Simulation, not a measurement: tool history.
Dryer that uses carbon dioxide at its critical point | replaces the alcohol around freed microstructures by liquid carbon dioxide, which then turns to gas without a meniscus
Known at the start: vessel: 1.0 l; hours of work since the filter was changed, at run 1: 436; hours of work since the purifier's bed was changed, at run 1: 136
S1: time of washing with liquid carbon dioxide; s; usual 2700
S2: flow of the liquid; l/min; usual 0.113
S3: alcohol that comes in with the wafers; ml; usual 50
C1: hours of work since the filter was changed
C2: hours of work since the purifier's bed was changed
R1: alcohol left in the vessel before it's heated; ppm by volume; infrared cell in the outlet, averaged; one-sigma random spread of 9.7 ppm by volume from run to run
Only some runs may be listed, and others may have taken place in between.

Run 1, day 0.000: usual settings; C1 436; C2 136. Result: R1 769 ppm by volume.
Run 2, day 0.312: usual settings; C1 441; C2 141. Result: R1 785 ppm by volume.
Run 3, day 0.733: usual settings; C1 448; C2 148. Result: R1 786 ppm by volume.
Run 4, day 0.954: usual settings; C1 452; C2 152. Result: R1 780 ppm by volume.
Run 5, day 1.158: usual settings but S2 0.145 l/min; C1 455; C2 155. Result: R1 267 ppm by volume.
Run 6, day 1.508: usual settings but S2 0.145 l/min; C1 461; C2 161. Result: R1 262 ppm by volume.
Run 7, day 1.921: usual settings but S2 0.145 l/min; C1 468; C2 168. Result: R1 266 ppm by volume.
Run 8, day 2.267: usual settings but S2 0.145 l/min; C1 474; C2 174. Result: R1 269 ppm by volume.
Run 9, day 2.508: usual settings but S2 0.068 l/min; C1 478; C2 178. Result: R1 4058 ppm by volume.
Run 10, day 2.862: usual settings; C1 484; C2 184. Result: R1 786 ppm by volume.
Run 11, day 3.142: usual settings but S2 0.128 l/min, S3 67 ml; C1 488; C2 188. Result: R1 640 ppm by volume.
Run 12, day 3.579: usual settings but S2 0.128 l/min, S3 67 ml; C1 496; C2 196. Result: R1 648 ppm by volume.
Run 13, day 3.996: usual settings but S1 3960 s, S2 0.076 l/min, S3 81 ml; C1 503; C2 203. Result: R1 1301 ppm by volume.
Run 14, day 4.454: usual settings but S1 3960 s, S2 0.076 l/min, S3 81 ml; C1 510; C2 210. Result: R1 1339 ppm by volume.
Run 15, day 4.779: usual settings but S1 3960 s, S2 0.076 l/min, S3 81 ml; C1 516; C2 216. Result: R1 1338 ppm by volume.
Run 16, day 5.062: usual settings but S1 2820 s, S2 0.153 l/min, S3 38 ml; C1 521; C2 220. Result: R1 146 ppm by volume.
Run 17, day 5.483: usual settings but S1 2820 s, S2 0.153 l/min, S3 38 ml; C1 528; C2 227. Result: R1 149 ppm by volume.
Run 18, day 5.746: usual settings but S1 2820 s, S2 0.153 l/min, S3 38 ml; C1 532; C2 232. Result: R1 152 ppm by volume.

Run 19 is up next; what results do you expect?
Run 19, day 5.950: usual settings but S1 2220 s, S2 0.072 l/min, S3 41 ml; C1 535; C2 235. Result: R1 ?.

{"run 19": {"R1": 4549}}
If the tool had no hidden condition, the same run with the same run-to-run variation would have returned R1 3702 ppm by volume.
